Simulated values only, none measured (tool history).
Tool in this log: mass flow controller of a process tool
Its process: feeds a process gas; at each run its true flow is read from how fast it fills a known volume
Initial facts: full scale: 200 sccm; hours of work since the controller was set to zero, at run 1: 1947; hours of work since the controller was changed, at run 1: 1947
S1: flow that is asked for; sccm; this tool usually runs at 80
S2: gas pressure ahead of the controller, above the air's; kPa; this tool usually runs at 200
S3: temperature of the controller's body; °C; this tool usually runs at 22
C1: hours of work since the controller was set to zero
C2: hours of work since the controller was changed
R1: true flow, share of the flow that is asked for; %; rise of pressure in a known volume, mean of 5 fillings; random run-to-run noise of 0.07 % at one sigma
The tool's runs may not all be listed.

Run 1, day 0: usual settings; C1 1947; C2 1947. Result: R1 99.42 %.
Run 2, day 4.812: usual settings; C1 1992; C2 1992. Result: R1 99.64 %.
Run 3, day 10.304: usual settings; C1 2043; C2 2043. Result: R1 99.7 %.
Run 4, day 14.371: usual settings but S1 49 sccm; C1 2080; C2 2080. Result: R1 99.72 %.
Run 5, day 16.846: usual settings but S1 121 sccm; C1 2103; C2 2103. Result: R1 99.89 %.
Run 6, day 21.317: usual settings but S1 121 sccm; C1 2145; C2 2145. Result: R1 99.91 %.
Run 7, day 24.879: usual settings but S2 148 kPa; C1 2178; C2 2178. Result: R1 99.61 %.
Run 8, day 29.308: usual settings but S3 27 °C; C1 2218; C2 2218. Result: R1 100.03 %.
Run 9, day 31.942: usual settings but S3 27 °C; C1 2243; C2 2243. Result: R1 100 %.
Run 10, day 36.512: usual settings but S3 27 °C; C1 2285; C2 2285. Result: R1 100.08 %.
Run 11, day 40.592: usual settings but S3 27 °C; C1 2323; C2 2323. Result: R1 100.02 %.
Run 12, day 45.138: usual settings but S3 23 °C; C1 2365; C2 2365. Result: R1 99.88 %.
Run 13, day 50.033: usual settings but S3 23 °C; C1 2410; C2 2410. Result: R1 99.96 %.
Run 14, day 52.912: usual settings but S2 198 kPa; C1 2437; C2 2437. Result: R1 99.99 %.
Run 15, day 58.617: usual settings but S2 198 kPa; C1 2490; C2 2490. Result: R1 99.93 %.
Run 16, day 64.362: usual settings but S2 220 kPa, S3 27 °C; C1 2543; C2 2543. Result: R1 100.35 %.
Run 17, day 69.946: usual settings but S3 30 °C; C1 2595; C2 2595. Result: R1 100.59 %.
Run 18, day 74.771: usual settings but S1 44 sccm, S2 251 kPa, S3 27 °C; C1 2639; C2 2639. Result: R1 100.89 %.
Run 19, day 80.025: usual settings but S1 34 sccm, S2 254 kPa, S3 27 °C; C1 2688; C2 2688. Result: R1 101.62 %.
Run 20, day 84.454: usual settings but S1 34 sccm, S3 34 °C; C1 2729; C2 2729. Result: R1 101.73 %.
Run 21, day 89.238: usual settings but S1 34 sccm, S3 34 °C; C1 2773; C2 2773. Result: R1 101.78 %.
Run 22, day 94.379: usual settings but S1 86 sccm, S3 24 °C; C1 2821; C2 2821. Result: R1 100.24 %.
Run 23, day 97.871: usual settings but S1 83 sccm, S2 171 kPa, S3 21 °C; C1 2853; C2 2853. Result: R1 99.87 %.
Run 24, day 100.946: usual settings but S1 74 sccm, S2 164 kPa, S3 27 °C; C1 2881; C2 2881. Result: R1 100.24 %.
Run 25, day 106.792: usual settings but S1 74 sccm, S2 164 kPa, S3 27 °C; C1 2936; C2 2936. Result: R1 100.49 %.
Run 26, day 110.35: usual settings but S1 74 sccm, S2 164 kPa, S3 27 °C; C1 2968; C2 2968. Result: R1 100.37 %.
Run 27, day 115.458: usual settings but S1 74 sccm, S2 164 kPa, S3 27 °C; C1 3016; C2 3016. Result: R1 100.46 %.
Run 28, day 119.588: usual settings but S1 45 sccm, S2 151 kPa, S3 26 °C; C1 3054; C2 3054. Result: R1 100.87 %.
Run 29, day 122.438: usual settings but S1 36 sccm, S2 260 kPa, S3 21 °C; C1 3080; C2 3080. Result: R1 101.59 %.

5 options for the next run, each taken on its own from the tool as it stands now. Forecast them:
Run A, day 125.55: usual settings but S1 25 sccm, S2 180 kPa, S3 21 °C; C1 3109; C2 3109. Result: R1 ?.
Run B, day 125.55: usual settings but S1 117 sccm; C1 3109; C2 3109. Result: R1 ?.
Run C, day 125.55: usual settings but S1 30 sccm, S2 154 kPa; C1 3109; C2 3109. Result: R1 ?.
Run D, day 125.55: usual settings but S1 175 sccm, S2 169 kPa, S3 34 °C; C1 3109; C2 3109. Result: R1 ?.
Run E, day 125.55: usual settings but S1 36 sccm, S2 178 kPa, S3 21 °C; C1 3109; C2 3109. Result: R1 ?.

run      R1
  A  102.24
  B  100.43
  C  101.67
  D  101.35
  E  101.17
Had the tool no hidden state, the same runs would have come out as:
run     R1
  A  97.25
  B  98.74
  C  97.38
  D  99.97
  E  97.46

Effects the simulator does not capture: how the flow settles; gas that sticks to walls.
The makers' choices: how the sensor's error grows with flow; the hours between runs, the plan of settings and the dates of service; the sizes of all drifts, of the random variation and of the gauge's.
